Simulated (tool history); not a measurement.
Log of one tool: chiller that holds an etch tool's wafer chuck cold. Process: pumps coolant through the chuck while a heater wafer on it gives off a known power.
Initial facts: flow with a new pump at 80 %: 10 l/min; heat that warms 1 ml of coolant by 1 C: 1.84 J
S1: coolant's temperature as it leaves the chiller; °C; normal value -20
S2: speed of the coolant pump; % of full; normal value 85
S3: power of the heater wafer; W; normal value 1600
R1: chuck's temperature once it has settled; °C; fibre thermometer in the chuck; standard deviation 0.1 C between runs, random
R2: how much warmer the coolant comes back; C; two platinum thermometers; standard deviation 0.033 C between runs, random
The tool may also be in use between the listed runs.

Run 1, day 0: usual settings. Result: R1 0.8 °C, R2 5.2 C.
Run 2, day 2.333: usual settings but S2 89 % of full. Result: R1 0.1 °C, R2 4.97 C.
Run 3, day 5.65: usual settings. Result: R1 0.9 °C, R2 5.29 C.
Run 4, day 9.346: usual settings. Result: R1 0.8 °C, R2 5.26 C.
Run 5, day 12.479: usual settings but S3 2046 W. Result: R1 6.5 °C, R2 6.77 C.
Run 6, day 17.238: usual settings. Result: R1 1.2 °C, R2 5.3 C.
Run 7, day 20.121: usual settings. Result: R1 1 °C, R2 5.29 C.
Run 8, day 23.858: usual settings. Result: R1 1.2 °C, R2 5.27 C.
Run 9, day 26.229: usual settings. Result: R1 1.2 °C, R2 5.3 C.
Run 10, day 30.142: usual settings but S2 92 % of full. Result: R1 0.3 °C, R2 4.81 C.
Run 11, day 34.2: usual settings but S1 -28 °C, S2 92 % of full. Result: R1 -7.4 °C, R2 4.91 C.
Run 12, day 38.688: usual settings. Result: R1 1.4 °C, R2 5.31 C.
Run 13, day 41.45: usual settings but S2 91 % of full. Result: R1 0.9 °C, R2 4.93 C.
Run 14, day 45.358: usual settings but S2 91 % of full. Result: R1 0.7 °C, R2 5 C.
Run 15, day 48.917: usual settings but S2 82 % of full. Result: R1 2.3 °C, R2 5.49 C.
Run 16, day 53.321: usual settings but S2 60 % of full. Result: R1 6.7 °C, R2 7.78 C.
Run 17, day 57.279: usual settings but S2 60 % of full. Result: R1 6.8 °C, R2 7.78 C.
Run 18, day 61.617: usual settings but S2 65 % of full, S3 1250 W. Result: R1 0.4 °C, R2 5.61 C.
Run 19, day 65.017: usual settings but S2 65 % of full, S3 2269 W. Result: R1 16.1 °C, R2 10.15 C.
Run 20, day 68.15: usual settings but S2 65 % of full, S3 2269 W. Result: R1 16.2 °C, R2 10.19 C.
Run 21, day 72.146: usual settings but S2 65 % of full, S3 1071 W. Result: R1 -2.4 °C, R2 4.8 C.
Run 22, day 76.308: usual settings but S2 65 % of full, S3 1071 W. Result: R1 -2.3 °C, R2 4.85 C.
Run 23, day 79.412: usual settings but S1 -26 °C, S2 97 % of full, S3 1404 W. Result: R1 -7.7 °C, R2 4.07 C.
Run 24, day 83.308: usual settings but S1 -17 °C, S2 70 % of full, S3 1330 W. Result: R1 4 °C, R2 5.56 C.
Run 25, day 86.842: usual settings but S1 -17 °C, S2 70 % of full, S3 1330 W. Result: R1 4.2 °C, R2 5.54 C.
Run 26, day 89.029: usual settings but S1 -17 °C, S2 70 % of full, S3 1330 W. Result: R1 4.4 °C, R2 5.54 C.
Run 27, day 91.567: usual settings but S1 -29 °C, S2 70 % of full, S3 1799 W. Result: R1 -0.7 °C, R2 7.6 C.
At day 92.954: chiller's thermometer calibrated.
Run 28, day 95.304: usual settings but S1 -29 °C, S2 70 % of full, S3 1799 W. Result: R1 -1.4 °C, R2 7.58 C.
Run 29, day 99.183: usual settings but S2 72 % of full, S3 1426 W. Result: R1 1.6 °C, R2 5.83 C.
Run 30, day 101.879: usual settings but S1 -21 °C, S2 70 % of full, S3 1035 W. Result: R1 -5 °C, R2 4.34 C.
Run 31, day 105.712: usual settings but S1 -11 °C, S2 78 % of full. Result: R1 12 °C, R2 6.02 C.

Below are 3 alternative next runs, each starting from the tool's condition after run 31. Predict each:
Run A, day 108.379: usual settings but S1 -15 °C, S2 72 % of full, S3 2387 W. Result: R1 ?, R2 ?.
Run B, day 108.379: usual settings but S1 -18 °C, S2 78 % of full, S3 2066 W. Result: R1 ?, R2 ?.
Run C, day 108.379: usual settings but S2 88 % of full. Result: R1 ?, R2 ?.

run    R1    R2
  A  21.2  9.82
  B  11.9  7.81
  C   1.5   5.3
Without the tool's hidden state the same runs would have given:
run    R1    R2
  A  16.1  8.74
  B   7.7  6.95
  C  -1.5  4.71
